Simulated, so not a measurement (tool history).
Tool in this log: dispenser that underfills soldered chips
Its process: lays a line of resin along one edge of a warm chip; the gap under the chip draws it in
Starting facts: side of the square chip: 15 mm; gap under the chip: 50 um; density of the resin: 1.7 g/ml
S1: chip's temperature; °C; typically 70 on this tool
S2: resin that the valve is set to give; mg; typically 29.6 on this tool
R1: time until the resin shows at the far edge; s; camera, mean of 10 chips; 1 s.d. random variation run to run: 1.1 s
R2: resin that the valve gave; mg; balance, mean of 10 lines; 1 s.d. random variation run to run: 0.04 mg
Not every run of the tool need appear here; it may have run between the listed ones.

Run 1, hour 0: usual settings. Result: R1 118.8 s, R2 29.33 mg.
At hour 9.8: new syringe of resin.
Run 2, hour 14.1: usual settings but S1 56 °C. Result: R1 210.9 s, R2 29.27 mg.
At hour 22.1: new syringe of resin.
Run 3, hour 22.4: usual settings. Result: R1 106.6 s, R2 29.22 mg.
At hour 34.1: new syringe of resin.
Run 4, hour 35.6: usual settings. Result: R1 115.6 s, R2 29.09 mg.
Run 5, hour 43.6: usual settings. Result: R1 188.5 s, R2 28.97 mg.
At hour 46.3: new syringe of resin.
Run 6, hour 50.3: usual settings. Result: R1 130.5 s, R2 28.95 mg.
At hour 58.5: new syringe of resin.
Run 7, hour 58.7: usual settings but S2 33.2 mg. Result: R1 102.5 s, R2 32.45 mg.
At hour 71.1: new syringe of resin.
Run 8, hour 71.8: usual settings but S2 33.2 mg. Result: R1 106.9 s, R2 32.23 mg.
At hour 82.5: dispensing valve cleaned and set on the balance.
At hour 84.8: new syringe of resin.
Run 9, hour 86.1: usual settings but S2 33.2 mg. Result: R1 112.9 s, R2 33.13 mg.
At hour 97.5: new syringe of resin.
Run 10, hour 99.4: usual settings but S2 33.2 mg. Result: R1 116.5 s, R2 32.97 mg.
Run 11, hour 109.1: usual settings but S2 33.2 mg. Result: R1 212.3 s, R2 32.89 mg.
At hour 110.8: new syringe of resin.
Run 12, hour 118.2: usual settings but S2 25.2 mg. Result: R1 172.3 s, R2 24.87 mg.
At hour 123.4: new syringe of resin.
Run 13, hour 124.9: usual settings but S1 59 °C, S2 25.2 mg. Result: R1 168.6 s, R2 24.84 mg.
Run 14, hour 134.8: usual settings but S1 59 °C, S2 25.2 mg. Result: R1 313 s, R2 24.76 mg.
At hour 136: new syringe of resin.
At hour 149.2: new syringe of resin.
Run 15, hour 150.5: usual settings but S1 59 °C, S2 25.2 mg. Result: R1 168.5 s, R2 24.64 mg.
At hour 161.8: new syringe of resin.
Run 16, hour 165.2: usual settings but S1 59 °C, S2 25.2 mg. Result: R1 187.7 s, R2 24.54 mg.
At hour 173.8: new syringe of resin.
At hour 177.9: dispensing valve cleaned and set on the balance.
Run 17, hour 181.4: usual settings. Result: R1 158.7 s, R2 29.54 mg.
At hour 187.1: new syringe of resin.
Run 18, hour 188.5: usual settings. Result: R1 114.4 s, R2 29.66 mg.
Run 19, hour 196.3: usual settings but S1 61 °C, S2 34.7 mg. Result: R1 247.8 s, R2 34.51 mg.
At hour 199.4: new syringe of resin.
Run 20, hour 206.2: usual settings but S1 61 °C, S2 34.7 mg. Result: R1 209.1 s, R2 34.43 mg.
At hour 211.7: new syringe of resin.
Run 21, hour 214.4: usual settings but S1 82 °C, S2 34.7 mg. Result: R1 85.9 s, R2 34.33 mg.
At hour 224.2: new syringe of resin.
Run 22, hour 225.1: usual settings but S1 82 °C, S2 34.7 mg. Result: R1 76.3 s, R2 34.25 mg.
Run 23, hour 232.6: usual settings but S1 62 °C, S2 28.2 mg. Result: R1 233.6 s, R2 27.75 mg.
At hour 236.8: new syringe of resin.
Run 24, hour 247.9: usual settings but S1 84 °C, S2 25.5 mg. Result: R1 142.4 s, R2 24.94 mg.
At hour 249.5: new syringe of resin.
Run 25, hour 261.1: usual settings but S1 74 °C, S2 31.6 mg. Result: R1 186.5 s, R2 30.84 mg.
At hour 262.5: new syringe of resin.
At hour 272.1: dispensing valve cleaned and set on the balance.
At hour 275.7: new syringe of resin.
Run 26, hour 275.7: usual settings but S1 74 °C, S2 31.6 mg. Result: R1 94.8 s, R2 31.47 mg.
Run 27, hour 282.6: usual settings but S1 74 °C, S2 31.6 mg. Result: R1 146 s, R2 31.46 mg.
At hour 288.1: new syringe of resin.
Run 28, hour 289: usual settings but S1 58 °C, S2 31.1 mg. Result: R1 162.7 s, R2 30.91 mg.
Run 29, hour 297: usual settings but S1 80 °C, S2 28.4 mg. Result: R1 137 s, R2 28.09 mg.
At hour 300.8: new syringe of resin.
Run 30, hour 307.9: usual settings but S1 80 °C, S2 28.4 mg. Result: R1 122.2 s, R2 28.02 mg.
At hour 313.2: new syringe of resin.
Run 31, hour 320.5: usual settings but S1 80 °C, S2 28.4 mg. Result: R1 124.8 s, R2 27.91 mg.
At hour 325.3: new syringe of resin.
Run 32, hour 329.9: usual settings but S1 80 °C, S2 28.4 mg. Result: R1 104.4 s, R2 27.81 mg.
At hour 337.8: new syringe of resin.
Run 33, hour 344.5: usual settings but S1 76 °C, S2 27.4 mg. Result: R1 135.1 s, R2 26.66 mg.

What would each run have given without the hidden state, its run-to-run variation left as it was?
The tool's hidden condition here consists of: resin's viscosity, % of fresh resin's; dose that the valve gives, % of what is set; true chip temperature over the reading, C; drift of the gauge itself on fill_s, %; drift of the gauge itself on given_mg, %.
run     R1     R2
  1  100.2  29.52
  2  161.9  29.59
  3  103.7  29.62
  4  104.7  29.62
  5    104  29.56
  6  100.2   29.6
  7  101.5  33.25
  8  101.1  33.17
  9  101.9  33.22
 10  101.8  33.21
 11  102.1  33.24
 12    106  25.21
 13  149.9  25.23
 14    150  25.22
 15  149.1  25.22
 16  148.9  25.23
 17  102.1  29.54
 18  101.9  29.71
 19  135.1  34.67
 20  134.6  34.68
 21   70.7  34.67
 22   70.6  34.71
 23  134.3  28.19
 24   69.3  25.45
 25   88.7  31.61
 26   91.2  31.59
 27   91.6  31.64
 28    150  31.15
 29   76.9  28.38
 30   75.6  28.39
 31   75.5  28.39
 32   75.8  28.37
 33   86.4  27.33

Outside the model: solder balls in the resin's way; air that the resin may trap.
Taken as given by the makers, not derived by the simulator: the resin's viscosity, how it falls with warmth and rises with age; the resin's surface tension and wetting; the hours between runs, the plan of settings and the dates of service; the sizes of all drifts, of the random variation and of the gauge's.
